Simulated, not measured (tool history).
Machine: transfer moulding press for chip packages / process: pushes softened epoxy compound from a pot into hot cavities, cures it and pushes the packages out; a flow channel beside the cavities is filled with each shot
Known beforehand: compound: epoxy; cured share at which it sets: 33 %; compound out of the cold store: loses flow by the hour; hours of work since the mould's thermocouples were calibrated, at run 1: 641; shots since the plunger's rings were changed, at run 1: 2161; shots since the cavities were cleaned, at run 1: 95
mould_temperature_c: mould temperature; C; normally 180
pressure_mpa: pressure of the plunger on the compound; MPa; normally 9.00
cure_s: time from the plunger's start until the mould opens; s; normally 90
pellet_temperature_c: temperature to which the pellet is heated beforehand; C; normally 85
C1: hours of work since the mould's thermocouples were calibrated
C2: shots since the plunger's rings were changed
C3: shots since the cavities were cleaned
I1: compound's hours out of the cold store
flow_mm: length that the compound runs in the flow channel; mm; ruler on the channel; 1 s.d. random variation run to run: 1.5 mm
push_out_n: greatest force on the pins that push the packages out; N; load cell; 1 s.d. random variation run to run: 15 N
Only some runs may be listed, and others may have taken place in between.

{"run": 1, "hour": 0.0, "mould_temperature_c": 180, "pressure_mpa": 9.0, "cure_s": 90, "pellet_temperature_c": 85, "C1": 641, "C2": 2161, "C3": 95, "I1": 38.8, "flow_mm": 508, "push_out_n": 882}
{"run": 2, "hour": 37.2, "mould_temperature_c": 175, "pressure_mpa": 9.0, "cure_s": 90, "pellet_temperature_c": 85, "C1": 656, "C2": 2488, "C3": 422, "I1": 31.0, "flow_mm": 539, "push_out_n": 1706}
{"hour": 43.7, "done": "cavities cleaned with cleaning compound and waxed"}
{"run": 3, "hour": 59.3, "mould_temperature_c": 175, "pressure_mpa": 9.0, "cure_s": 90, "pellet_temperature_c": 85, "C1": 665, "C2": 2668, "C3": 136, "I1": 13.1, "flow_mm": 589, "push_out_n": 2401}
{"hour": 65.5, "done": "plunger's sealing rings changed"}
{"hour": 100.7, "done": "cavities cleaned with cleaning compound and waxed"}
{"run": 4, "hour": 104.1, "mould_temperature_c": 175, "pressure_mpa": 9.0, "cure_s": 90, "pellet_temperature_c": 85, "C1": 681, "C2": 325, "C3": 30, "I1": 11.5, "flow_mm": 621, "push_out_n": 1279}
{"run": 5, "hour": 148.4, "mould_temperature_c": 175, "pressure_mpa": 9.0, "cure_s": 90, "pellet_temperature_c": 84, "C1": 699, "C2": 714, "C3": 419, "I1": 28.3, "flow_mm": 565, "push_out_n": 1690}
{"hour": 154.7, "done": "cavities cleaned with cleaning compound and waxed"}
{"run": 6, "hour": 175.9, "mould_temperature_c": 178, "pressure_mpa": 9.0, "cure_s": 90, "pellet_temperature_c": 85, "C1": 710, "C2": 942, "C3": 185, "I1": 23.1, "flow_mm": 568, "push_out_n": 1212}
{"hour": 183.4, "done": "cavities cleaned with cleaning compound and waxed, once more"}
{"run": 7, "hour": 221.3, "mould_temperature_c": 178, "pressure_mpa": 9.0, "cure_s": 90, "pellet_temperature_c": 85, "C1": 728, "C2": 1328, "C3": 332, "I1": 40.3, "flow_mm": 516, "push_out_n": 1237}
{"hour": 239.3, "done": "cavities cleaned with cleaning compound and waxed"}
{"run": 8, "hour": 258.9, "mould_temperature_c": 180, "pressure_mpa": 9.0, "cure_s": 103, "pellet_temperature_c": 85, "C1": 742, "C2": 1645, "C3": 172, "I1": 12.7, "flow_mm": 587, "push_out_n": 753}
{"run": 9, "hour": 284.1, "mould_temperature_c": 180, "pressure_mpa": 9.0, "cure_s": 103, "pellet_temperature_c": 85, "C1": 752, "C2": 1866, "C3": 393, "I1": 21.7, "flow_mm": 558, "push_out_n": 844}
{"hour": 295.3, "done": "cavities cleaned with cleaning compound and waxed"}
{"run": 10, "hour": 329.7, "mould_temperature_c": 180, "pressure_mpa": 9.0, "cure_s": 103, "pellet_temperature_c": 85, "C1": 770, "C2": 2254, "C3": 302, "I1": 30.7, "flow_mm": 529, "push_out_n": 785}
{"hour": 349.2, "done": "cavities cleaned with cleaning compound and waxed"}
{"run": 11, "hour": 360.7, "mould_temperature_c": 175, "pressure_mpa": 9.0, "cure_s": 103, "pellet_temperature_c": 85, "C1": 782, "C2": 2513, "C3": 102, "I1": 26.2, "flow_mm": 555, "push_out_n": 1044}
{"hour": 383.5, "done": "plunger's sealing rings changed"}
{"hour": 406.9, "done": "cavities cleaned with cleaning compound and waxed"}
{"run": 12, "hour": 408.2, "mould_temperature_c": 183, "pressure_mpa": 9.0, "cure_s": 90, "pellet_temperature_c": 83, "C1": 800, "C2": 203, "C3": 11, "I1": 12.1, "flow_mm": 593, "push_out_n": 742}
{"run": 13, "hour": 454.0, "mould_temperature_c": 173, "pressure_mpa": 8.94, "cure_s": 105, "pellet_temperature_c": 80, "C1": 819, "C2": 606, "C3": 414, "I1": 25.9, "flow_mm": 580, "push_out_n": 1459}
{"hour": 461.6, "done": "cavities cleaned with cleaning compound and waxed"}
{"run": 14, "hour": 490.9, "mould_temperature_c": 179, "pressure_mpa": 8.94, "cure_s": 105, "pellet_temperature_c": 80, "C1": 833, "C2": 916, "C3": 257, "I1": 21.2, "flow_mm": 571, "push_out_n": 838}
{"hour": 515.8, "done": "cavities cleaned with cleaning compound and waxed"}
{"run": 15, "hour": 537.5, "mould_temperature_c": 179, "pressure_mpa": 8.94, "cure_s": 105, "pellet_temperature_c": 80, "C1": 851, "C2": 1312, "C3": 191, "I1": 10.1, "flow_mm": 597, "push_out_n": 832}
{"hour": 564.7, "done": "mould's thermocouples calibrated"}
{"hour": 572.6, "done": "cavities cleaned with cleaning compound and waxed"}
{"run": 16, "hour": 572.6, "mould_temperature_c": 180, "pressure_mpa": 8.72, "cure_s": 90, "pellet_temperature_c": 85, "C1": 3, "C2": 1590, "C3": 0, "I1": 15.1, "flow_mm": 565, "push_out_n": 740}
{"run": 17, "hour": 612.5, "mould_temperature_c": 182, "pressure_mpa": 9.14, "cure_s": 110, "pellet_temperature_c": 75, "C1": 19, "C2": 1940, "C3": 350, "I1": 42.5, "flow_mm": 501, "push_out_n": 597}
{"hour": 629.4, "done": "cavities cleaned with cleaning compound and waxed"}
{"run": 18, "hour": 647.8, "mould_temperature_c": 178, "pressure_mpa": 9.0, "cure_s": 90, "pellet_temperature_c": 94, "C1": 33, "C2": 2236, "C3": 161, "I1": 22.3, "flow_mm": 554, "push_out_n": 1020}

How would selected steps in flow_mm from run to run divide? Give the signed amount a tool lacking its hidden state would still show from settings, what came in and random variation, and the signed amount left for the hidden state, including any gauge scatter that is not in both of the compared results.
Unlogged tool condition in this case: true mould temperature over the reading, C; pressure that reaches the compound, % of what is set; grip of the stained cavities, % over clean ones'; drift of the gauge itself on flow_mm, %; drift of the gauge itself on push_out_n, %.
Run 3 -> 4: plunger's sealing rings changed, cavities cleaned with cleaning compound and waxed. flow_mm +32 mm: hidden state +26, all else +6.
Run 7 -> 8: mould_temperature_c 178 -> 180, cure_s 90 -> 103, cavities cleaned with cleaning compound and waxed. flow_mm +71 mm: hidden state -4, all else +75.

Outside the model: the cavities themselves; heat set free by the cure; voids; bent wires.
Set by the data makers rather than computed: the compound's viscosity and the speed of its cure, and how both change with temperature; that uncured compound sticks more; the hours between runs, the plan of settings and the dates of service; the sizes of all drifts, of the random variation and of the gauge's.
